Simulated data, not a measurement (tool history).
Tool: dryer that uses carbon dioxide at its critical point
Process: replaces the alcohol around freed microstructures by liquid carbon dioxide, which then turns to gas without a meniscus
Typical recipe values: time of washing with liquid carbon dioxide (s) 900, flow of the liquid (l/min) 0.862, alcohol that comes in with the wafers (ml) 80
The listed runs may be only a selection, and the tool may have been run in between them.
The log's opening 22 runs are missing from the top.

run,hour,time of washing with liquid carbon dioxide (s),flow of the liquid (l/min),alcohol that comes in with the wafers (ml),alcohol left in the vessel before it's heated (ppm by volume)
23,765,720,0.734,80,840
24,801.3,720,0.734,80,869
25,827.2,540,0.832,111,1996
26,854.2,540,1.3,111,525
27,883.3,720,1.3,85,254
28,904.4,900,0.547,94,1328
29,939.6,1200,0.547,22,319
30,983.7,780,0.684,50,707
31,1013.7,720,0.552,71,2100
32,1049.8,720,0.552,71,2152
33,1087.1,720,0.524,43,1578
34,1122.3,900,0.691,45,532
# hour 1150.4: inlet filter changed
35,1169.6,900,0.583,49,602
# hour 1217.7: purifier's bed changed
36,1218,900,0.583,49,344
37,1249.6,600,0.54,27,949
38,1289,660,0.81,33,264
39,1323.5,840,0.81,120,307
40,1346.3,840,0.81,120,318
41,1392.4,840,0.81,93,274
42,1417,840,1.364,80,54
43,1445.4,540,0.953,22,285
44,1493.2,540,0.953,22,293
45,1513.5,1020,0.731,91,234

Consider 3 possible next runs. They are alternatives, not a sequence: every one starts from the tool as it was left by run 45. What does each give?
A,1544.8,900,0.529,80,?
B,1544.8,1380,0.529,108,?
C,1544.8,1080,0.731,119,?

run,alcohol left in the vessel before it's heated (ppm by volume)
A,1176
B,292
C,232
Without the tool's unlogged condition, the same runs would have read:
run,alcohol left in the vessel before it's heated (ppm by volume)
A,766
B,130
C,88
